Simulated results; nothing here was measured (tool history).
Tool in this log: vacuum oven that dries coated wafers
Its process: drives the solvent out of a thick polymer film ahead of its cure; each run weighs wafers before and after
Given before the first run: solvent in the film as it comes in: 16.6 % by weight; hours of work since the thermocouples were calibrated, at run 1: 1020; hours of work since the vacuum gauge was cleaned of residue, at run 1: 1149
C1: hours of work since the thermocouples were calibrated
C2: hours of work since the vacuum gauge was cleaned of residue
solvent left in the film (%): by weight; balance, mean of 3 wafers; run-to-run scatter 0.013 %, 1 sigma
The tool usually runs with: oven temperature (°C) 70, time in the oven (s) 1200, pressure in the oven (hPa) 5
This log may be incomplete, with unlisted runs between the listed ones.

{"run": 1, "day": 0.0, "oven temperature (°C)": 70, "time in the oven (s)": 1200, "pressure in the oven (hPa)": 5, "C1": 1020, "C2": 1149, "solvent left in the film (%)": 1.7}
{"run": 2, "day": 4.471, "oven temperature (°C)": 70, "time in the oven (s)": 1200, "pressure in the oven (hPa)": 5, "C1": 1087, "C2": 1216, "solvent left in the film (%)": 1.7}
{"run": 3, "day": 7.45, "oven temperature (°C)": 70, "time in the oven (s)": 1200, "pressure in the oven (hPa)": 5, "C1": 1132, "C2": 1260, "solvent left in the film (%)": 1.69}
{"day": 7.896, "done": "vacuum gauge cleaned of residue and calibrated"}
{"run": 4, "day": 10.721, "oven temperature (°C)": 70, "time in the oven (s)": 1200, "pressure in the oven (hPa)": 5, "C1": 1180, "C2": 42, "solvent left in the film (%)": 1.96}
{"run": 5, "day": 13.283, "oven temperature (°C)": 70, "time in the oven (s)": 1200, "pressure in the oven (hPa)": 5, "C1": 1218, "C2": 81, "solvent left in the film (%)": 1.96}
{"run": 6, "day": 17.8, "oven temperature (°C)": 70, "time in the oven (s)": 1200, "pressure in the oven (hPa)": 15.08, "C1": 1285, "C2": 148, "solvent left in the film (%)": 2.64}
{"run": 7, "day": 20.058, "oven temperature (°C)": 70, "time in the oven (s)": 1200, "pressure in the oven (hPa)": 15.08, "C1": 1319, "C2": 182, "solvent left in the film (%)": 2.61}
{"run": 8, "day": 23.762, "oven temperature (°C)": 70, "time in the oven (s)": 1200, "pressure in the oven (hPa)": 15.08, "C1": 1374, "C2": 237, "solvent left in the film (%)": 2.6}
{"run": 9, "day": 27.842, "oven temperature (°C)": 70, "time in the oven (s)": 1200, "pressure in the oven (hPa)": 15.08, "C1": 1435, "C2": 298, "solvent left in the film (%)": 2.65}
{"day": 29.575, "done": "oven's thermocouples calibrated"}
{"run": 10, "day": 31.671, "oven temperature (°C)": 70, "time in the oven (s)": 1200, "pressure in the oven (hPa)": 15.08, "C1": 31, "C2": 354, "solvent left in the film (%)": 2.98}
{"run": 11, "day": 35.288, "oven temperature (°C)": 70, "time in the oven (s)": 1500, "pressure in the oven (hPa)": 7.65, "C1": 85, "C2": 408, "solvent left in the film (%)": 2}
{"day": 37.479, "done": "vacuum gauge cleaned of residue and calibrated, once more"}
{"run": 12, "day": 38.629, "oven temperature (°C)": 70, "time in the oven (s)": 1680, "pressure in the oven (hPa)": 7.23, "C1": 134, "C2": 17, "solvent left in the film (%)": 0.95}

Alternative continuations, all from the tool just after run 12; predict every row:
{"run": "A", "day": 43.612, "oven temperature (°C)": 70, "time in the oven (s)": 1860, "pressure in the oven (hPa)": 3.45, "C1": 209, "C2": 92, "solvent left in the film (%)": "?"}
{"run": "B", "day": 43.612, "oven temperature (°C)": 79, "time in the oven (s)": 1260, "pressure in the oven (hPa)": 5.84, "C1": 209, "C2": 92, "solvent left in the film (%)": "?"}
{"run": "C", "day": 43.612, "oven temperature (°C)": 61, "time in the oven (s)": 1920, "pressure in the oven (hPa)": 5.25, "C1": 209, "C2": 92, "solvent left in the film (%)": "?"}
{"run": "D", "day": 43.612, "oven temperature (°C)": 64, "time in the oven (s)": 1680, "pressure in the oven (hPa)": 7.23, "C1": 209, "C2": 92, "solvent left in the film (%)": "?"}
{"run": "E", "day": 43.612, "oven temperature (°C)": 69, "time in the oven (s)": 2040, "pressure in the oven (hPa)": 12.16, "C1": 209, "C2": 92, "solvent left in the film (%)": "?"}

run=A solvent_left_in_the_film_(%)=0.57
run=B solvent_left_in_the_film_(%)=0.49
run=C solvent_left_in_the_film_(%)=1.98
run=D solvent_left_in_the_film_(%)=1.88
run=E solvent_left_in_the_film_(%)=1.21
Stripped of hidden state, with their random variation kept, the same runs would have yielded:
run=A solvent_left_in_the_film_(%)=0.56
run=B solvent_left_in_the_film_(%)=0.49
run=C solvent_left_in_the_film_(%)=2.02
run=D solvent_left_in_the_film_(%)=1.92
run=E solvent_left_in_the_film_(%)=1.21
